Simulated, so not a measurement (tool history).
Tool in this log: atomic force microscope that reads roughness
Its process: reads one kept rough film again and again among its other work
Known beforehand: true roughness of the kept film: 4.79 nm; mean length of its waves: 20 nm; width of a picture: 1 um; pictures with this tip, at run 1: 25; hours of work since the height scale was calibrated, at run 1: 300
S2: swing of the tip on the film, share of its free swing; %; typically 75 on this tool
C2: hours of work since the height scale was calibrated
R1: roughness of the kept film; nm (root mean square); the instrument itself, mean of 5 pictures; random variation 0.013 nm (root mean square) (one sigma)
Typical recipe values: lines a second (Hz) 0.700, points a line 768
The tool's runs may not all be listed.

run 1 hour=0.0 | lines_a_second_(Hz)=0.700 S2=75 points_a_line=768 | pictures_with_this_tip=25 C2=300 | R1=3.074
run 2 hour=9.7 | lines_a_second_(Hz)=0.700 S2=75 points_a_line=768 | pictures_with_this_tip=41 C2=307 | R1=3.063
run 3 hour=25.4 | lines_a_second_(Hz)=0.558 S2=75 points_a_line=768 | pictures_with_this_tip=68 C2=318 | R1=3.100
run 4 hour=44.5 | lines_a_second_(Hz)=0.558 S2=64 points_a_line=768 | pictures_with_this_tip=100 C2=332 | R1=3.161
run 5 hour=58.1 | lines_a_second_(Hz)=0.558 S2=64 points_a_line=768 | pictures_with_this_tip=123 C2=342 | R1=3.171
run 6 hour=76.7 | lines_a_second_(Hz)=0.700 S2=75 points_a_line=768 | pictures_with_this_tip=154 C2=355 | R1=3.043
run 7 hour=87.9 | lines_a_second_(Hz)=0.700 S2=75 points_a_line=768 | pictures_with_this_tip=172 C2=363 | R1=3.059
-- hour=91.1 new tip fitted
run 8 hour=100.2 | lines_a_second_(Hz)=0.700 S2=75 points_a_line=768 | pictures_with_this_tip=15 C2=371 | R1=3.099
run 9 hour=111.1 | lines_a_second_(Hz)=0.700 S2=75 points_a_line=768 | pictures_with_this_tip=33 C2=379 | R1=3.054
run 10 hour=123.2 | lines_a_second_(Hz)=0.700 S2=75 points_a_line=768 | pictures_with_this_tip=54 C2=388 | R1=3.075
run 11 hour=137.1 | lines_a_second_(Hz)=0.700 S2=75 points_a_line=768 | pictures_with_this_tip=77 C2=398 | R1=3.061
run 12 hour=151.6 | lines_a_second_(Hz)=0.700 S2=75 points_a_line=768 | pictures_with_this_tip=101 C2=408 | R1=3.019
run 13 hour=167.4 | lines_a_second_(Hz)=0.700 S2=75 points_a_line=768 | pictures_with_this_tip=128 C2=420 | R1=3.078
run 14 hour=186.5 | lines_a_second_(Hz)=0.700 S2=75 points_a_line=482 | pictures_with_this_tip=160 C2=433 | R1=3.048
-- hour=197.7 new tip fitted
run 15 hour=201.0 | lines_a_second_(Hz)=0.700 S2=75 points_a_line=482 | pictures_with_this_tip=5 C2=443 | R1=3.048
run 16 hour=218.6 | lines_a_second_(Hz)=0.700 S2=60 points_a_line=482 | pictures_with_this_tip=35 C2=456 | R1=3.141
run 17 hour=236.0 | lines_a_second_(Hz)=0.700 S2=60 points_a_line=482 | pictures_with_this_tip=64 C2=468 | R1=3.145
run 18 hour=248.2 | lines_a_second_(Hz)=0.700 S2=60 points_a_line=482 | pictures_with_this_tip=84 C2=477 | R1=3.126
run 19 hour=258.3 | lines_a_second_(Hz)=0.700 S2=60 points_a_line=482 | pictures_with_this_tip=101 C2=484 | R1=3.144
run 20 hour=269.3 | lines_a_second_(Hz)=0.700 S2=75 points_a_line=495 | pictures_with_this_tip=120 C2=492 | R1=3.042
run 21 hour=286.3 | lines_a_second_(Hz)=0.700 S2=75 points_a_line=495 | pictures_with_this_tip=148 C2=504 | R1=3.038
run 22 hour=299.4 | lines_a_second_(Hz)=0.700 S2=75 points_a_line=495 | pictures_with_this_tip=170 C2=514 | R1=3.042
-- hour=304.1 new tip fitted
run 23 hour=315.1 | lines_a_second_(Hz)=0.749 S2=60 points_a_line=495 | pictures_with_this_tip=19 C2=525 | R1=3.118
run 24 hour=327.7 | lines_a_second_(Hz)=1.514 S2=62 points_a_line=604 | pictures_with_this_tip=40 C2=534 | R1=3.047
run 25 hour=338.2 | lines_a_second_(Hz)=0.700 S2=75 points_a_line=485 | pictures_with_this_tip=57 C2=541 | R1=3.062
run 26 hour=351.2 | lines_a_second_(Hz)=0.700 S2=75 points_a_line=485 | pictures_with_this_tip=79 C2=550 | R1=3.026
run 27 hour=361.7 | lines_a_second_(Hz)=2.938 S2=61 points_a_line=438 | pictures_with_this_tip=97 C2=558 | R1=2.885
run 28 hour=374.6 | lines_a_second_(Hz)=1.406 S2=61 points_a_line=768 | pictures_with_this_tip=118 C2=567 | R1=3.068
run 29 hour=393.5 | lines_a_second_(Hz)=1.406 S2=61 points_a_line=768 | pictures_with_this_tip=150 C2=581 | R1=3.065
run 30 hour=403.7 | lines_a_second_(Hz)=0.617 S2=61 points_a_line=472 | pictures_with_this_tip=167 C2=588 | R1=3.132
-- hour=410.1 new tip fitted
run 31 hour=412.4 | lines_a_second_(Hz)=0.517 S2=74 points_a_line=321 | pictures_with_this_tip=4 C2=594 | R1=3.043
run 32 hour=422.2 | lines_a_second_(Hz)=3.296 S2=83 points_a_line=552 | pictures_with_this_tip=20 C2=601 | R1=2.335
run 33 hour=434.6 | lines_a_second_(Hz)=3.411 S2=68 points_a_line=925 | pictures_with_this_tip=41 C2=610 | R1=2.745
run 34 hour=447.1 | lines_a_second_(Hz)=1.325 S2=57 points_a_line=648 | pictures_with_this_tip=62 C2=619 | R1=3.103
run 35 hour=465.1 | lines_a_second_(Hz)=1.325 S2=57 points_a_line=648 | pictures_with_this_tip=92 C2=632 | R1=3.129
run 36 hour=476.6 | lines_a_second_(Hz)=1.269 S2=61 points_a_line=471 | pictures_with_this_tip=111 C2=640 | R1=3.051
run 37 hour=491.1 | lines_a_second_(Hz)=0.700 S2=72 points_a_line=955 | pictures_with_this_tip=136 C2=650 | R1=3.105

Entry by entry between the runs, the difference in hidden state between the last listed run before and the first listed run after:
In the gap between runs 7 and 8: new tip fitted (hour 91.1)
  radius of the tip, nm: 10.2 -> 10
  the result without the hidden state subtracted from the measured one, R1: -0.017 -> -0.002 nm (root mean square)
In the gap between runs 14 and 15: new tip fitted (hour 197.7)
  radius of the tip, nm: 10.2 -> 10
  the result without the hidden state subtracted from the measured one, R1: -0.017 -> +0.000 nm (root mean square)
In the gap between runs 22 and 23: new tip fitted (hour 304.1)
  radius of the tip, nm: 10.2 -> 10
  the result without the hidden state subtracted from the measured one, R1: -0.017 -> -0.002 nm (root mean square)
In the gap between runs 30 and 31: new tip fitted (hour 410.1)
  radius of the tip, nm: 10.2 -> 10
  the result without the hidden state subtracted from the measured one, R1: -0.019 -> +0.000 nm (root mean square)

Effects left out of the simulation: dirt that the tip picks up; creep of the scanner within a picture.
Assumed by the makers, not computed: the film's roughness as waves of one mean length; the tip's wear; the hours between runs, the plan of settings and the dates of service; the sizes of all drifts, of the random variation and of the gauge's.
